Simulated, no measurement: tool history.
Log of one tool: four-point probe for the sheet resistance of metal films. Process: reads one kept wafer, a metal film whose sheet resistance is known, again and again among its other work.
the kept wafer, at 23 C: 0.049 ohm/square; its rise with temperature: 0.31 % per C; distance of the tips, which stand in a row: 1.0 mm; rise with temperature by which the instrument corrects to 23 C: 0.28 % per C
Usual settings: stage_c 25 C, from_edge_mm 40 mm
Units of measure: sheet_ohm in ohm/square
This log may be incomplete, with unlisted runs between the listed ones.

run	hour	stage_c	from_edge_mm	sheet_ohm
1	0	25	40	0.049095
2	15.6	25	40	0.049103
3	36.2	29	40	0.049171
4	50.3	29	40	0.04918
5	64.4	29	40	0.049167
6	83.7	27	40	0.04915
7	101.4	27	40	0.049142
8	120.1	27	40	0.049136
9	129	25	40	0.049121
10	143.5	25	40	0.049117
11	153.8	25	40	0.049108
12	172.7	25	40	0.049105
13	192.8	25	40	0.049121
14	202	25	40	0.049128
15	213.5	25	40	0.049117
# hour 214.9: stage's thermometer calibrated
16	227.7	25	40	0.049087
17	240.1	34	12	0.049366
18	253.8	29	55	0.049168
19	269.4	20	69	0.049
20	290.1	20	9	0.049321
# hour 291.9: stage's thermometer calibrated, once more
21	310.2	22	27	0.04915
22	319.2	22	27	0.049127
23	338.1	22	27	0.049136
24	346.5	20	8	0.049443
25	361.7	20	8	0.049489
26	373.7	20	56	0.049072
27	388.8	32	39	0.049274
28	402.1	19	19	0.049129
29	413	21	37	0.049093
30	425.5	21	37	0.049099
31	446	20	37	0.049097

3 ways to go on from here, each from the tool as it stands after run 31. What would each give?
A	463.5	25	4	?
B	463.5	31	12	?
C	463.5	29	9	?

run	sheet_ohm
A	0.050762
B	0.049432
C	0.049541
With the hidden condition removed and each run's random variation left untouched, the same runs would have given:
run	sheet_ohm
A	0.050637
B	0.04931
C	0.049419

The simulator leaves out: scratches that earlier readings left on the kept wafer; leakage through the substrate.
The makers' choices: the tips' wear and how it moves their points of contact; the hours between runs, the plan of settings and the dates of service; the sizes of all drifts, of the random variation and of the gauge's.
